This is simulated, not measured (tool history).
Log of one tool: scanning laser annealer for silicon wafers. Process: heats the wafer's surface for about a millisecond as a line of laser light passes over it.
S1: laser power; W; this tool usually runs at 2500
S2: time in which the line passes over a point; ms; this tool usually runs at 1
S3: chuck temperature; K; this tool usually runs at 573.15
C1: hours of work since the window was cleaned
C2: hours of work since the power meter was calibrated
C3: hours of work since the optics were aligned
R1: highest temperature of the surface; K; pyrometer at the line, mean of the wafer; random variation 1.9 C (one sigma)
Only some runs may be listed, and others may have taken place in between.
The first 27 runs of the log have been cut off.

{"run": 28, "hour": 367.3, "S1": 2500, "S2": 1.11, "S3": 546.15, "C1": 80, "C2": 441, "C3": 1522, "R1": 1361.15}
{"run": 29, "hour": 382.3, "S1": 2500, "S2": 1.11, "S3": 546.15, "C1": 87, "C2": 448, "C3": 1529, "R1": 1362.15}
{"run": 30, "hour": 395.7, "S1": 2500, "S2": 1.11, "S3": 546.15, "C1": 93, "C2": 454, "C3": 1535, "R1": 1360.15}
{"run": 31, "hour": 411.1, "S1": 2306, "S2": 0.86, "S3": 546.15, "C1": 101, "C2": 462, "C3": 1542, "R1": 1191.15}
{"run": 32, "hour": 420.7, "S1": 2673, "S2": 1.17, "S3": 556.15, "C1": 105, "C2": 466, "C3": 1546, "R1": 1461.15}
{"run": 33, "hour": 435.4, "S1": 2673, "S2": 1.17, "S3": 556.15, "C1": 112, "C2": 473, "C3": 1553, "R1": 1465.15}
{"run": 34, "hour": 450.7, "S1": 2500, "S2": 0.94, "S3": 555.15, "C1": 119, "C2": 480, "C3": 1560, "R1": 1299.15}
{"run": 35, "hour": 466.1, "S1": 2500, "S2": 0.94, "S3": 555.15, "C1": 126, "C2": 487, "C3": 1567, "R1": 1299.15}
{"run": 36, "hour": 474.0, "S1": 2500, "S2": 0.94, "S3": 555.15, "C1": 129, "C2": 490, "C3": 1571, "R1": 1298.15}
{"run": 37, "hour": 489.6, "S1": 2500, "S2": 0.94, "S3": 555.15, "C1": 137, "C2": 498, "C3": 1578, "R1": 1299.15}
{"run": 38, "hour": 508.0, "S1": 2335, "S2": 1.02, "S3": 573.15, "C1": 145, "C2": 506, "C3": 1586, "R1": 1289.15}
{"run": 39, "hour": 523.6, "S1": 2500, "S2": 0.83, "S3": 595.15, "C1": 152, "C2": 513, "C3": 1594, "R1": 1293.15}
{"run": 40, "hour": 542.2, "S1": 2500, "S2": 0.83, "S3": 595.15, "C1": 161, "C2": 522, "C3": 1602, "R1": 1291.15}

Forecast each of these 5 alternatives for the next run:
{"run": "A", "hour": 554.2, "S1": 2500, "S2": 0.86, "S3": 595.15, "C1": 166, "C2": 527, "C3": 1608, "R1": "?"}
{"run": "B", "hour": 554.2, "S1": 2591, "S2": 0.83, "S3": 554.15, "C1": 166, "C2": 527, "C3": 1608, "R1": "?"}
{"run": "C", "hour": 554.2, "S1": 2500, "S2": 0.77, "S3": 595.15, "C1": 166, "C2": 527, "C3": 1608, "R1": "?"}
{"run": "D", "hour": 554.2, "S1": 2676, "S2": 1.14, "S3": 539.15, "C1": 166, "C2": 527, "C3": 1608, "R1": "?"}
{"run": "E", "hour": 554.2, "S1": 2500, "S2": 1.2, "S3": 573.15, "C1": 166, "C2": 527, "C3": 1608, "R1": "?"}

run=A R1=1305.15
run=B R1=1278.15
run=C R1=1262.15
run=D R1=1433.15
run=E R1=1417.15
Take away the tool's hidden state, keep each run's random variation, and the runs would have read:
run=A R1=1326.15
run=B R1=1300.15
run=C R1=1283.15
run=D R1=1460.15
run=E R1=1442.15

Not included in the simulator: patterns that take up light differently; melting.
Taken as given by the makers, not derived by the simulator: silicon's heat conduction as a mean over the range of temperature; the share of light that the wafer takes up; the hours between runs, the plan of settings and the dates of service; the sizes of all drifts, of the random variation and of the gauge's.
